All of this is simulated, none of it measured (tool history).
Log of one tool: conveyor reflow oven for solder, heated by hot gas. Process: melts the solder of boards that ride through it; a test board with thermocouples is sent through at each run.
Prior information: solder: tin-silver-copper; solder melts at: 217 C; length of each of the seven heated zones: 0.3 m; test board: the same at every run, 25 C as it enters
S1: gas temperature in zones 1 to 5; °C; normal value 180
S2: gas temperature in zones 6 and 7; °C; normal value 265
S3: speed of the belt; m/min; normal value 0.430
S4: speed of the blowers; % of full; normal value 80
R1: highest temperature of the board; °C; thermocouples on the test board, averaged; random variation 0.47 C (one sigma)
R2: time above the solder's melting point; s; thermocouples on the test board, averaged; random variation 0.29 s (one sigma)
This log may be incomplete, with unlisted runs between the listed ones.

run    day   S1   S2     S3  S4     R1    R2
  1  0.000  180  265  0.430  80  250.6  64.2
  2  0.367  180  265  0.430  80  250.7  64.5
  3  0.733  180  265  0.430  80  250.5  63.8
  4  1.154  180  263  0.430  80  248.6  63.1
  5  1.400  180  263  0.430  57  245.4  57.9
     1.646  -- flux residue cleaned out of gas plates and filters
  6  1.875  180  254  0.430  80  240.9  54.6
  7  2.142  180  254  0.430  80  239.9  54.6
  8  2.500  180  254  0.430  62  237.4  50.3
  9  2.721  180  265  0.348  80  254.5  85.0
 10  3.058  180  257  0.430  80  242.9  58.1
     3.388  -- flux residue cleaned out of gas plates and filters, once more
 11  3.667  180  257  0.430  84  245.8  61.4
 12  4.021  174  276  0.492  53  251.0  51.6
 13  4.312  193  264  0.480  54  246.9  58.2
 14  4.529  193  264  0.480  54  245.9  58.3
 15  4.767  173  256  0.498  51  233.3  33.2
 16  4.988  194  276  0.357  76  267.0  98.1

Below are 4 alternative next runs, each starting from the tool's condition after run 16. Predict each:
  A  5.392  189  265  0.430  80   ?   ?
  B  5.392  180  255  0.430  80   ?   ?
  C  5.392  184  265  0.430  89   ?   ?
  D  5.392  194  276  0.402  57   ?   ?

run     R1    R2
  A  253.5  71.0
  B  242.5  58.7
  C  252.6  69.5
  D  262.9  83.3
The same runs, with their run-to-run variation unchanged, on a tool lacking any hidden condition would have given:
run     R1    R2
  A  254.7  71.6
  B  243.7  59.7
  C  253.8  70.0
  D  264.1  83.6
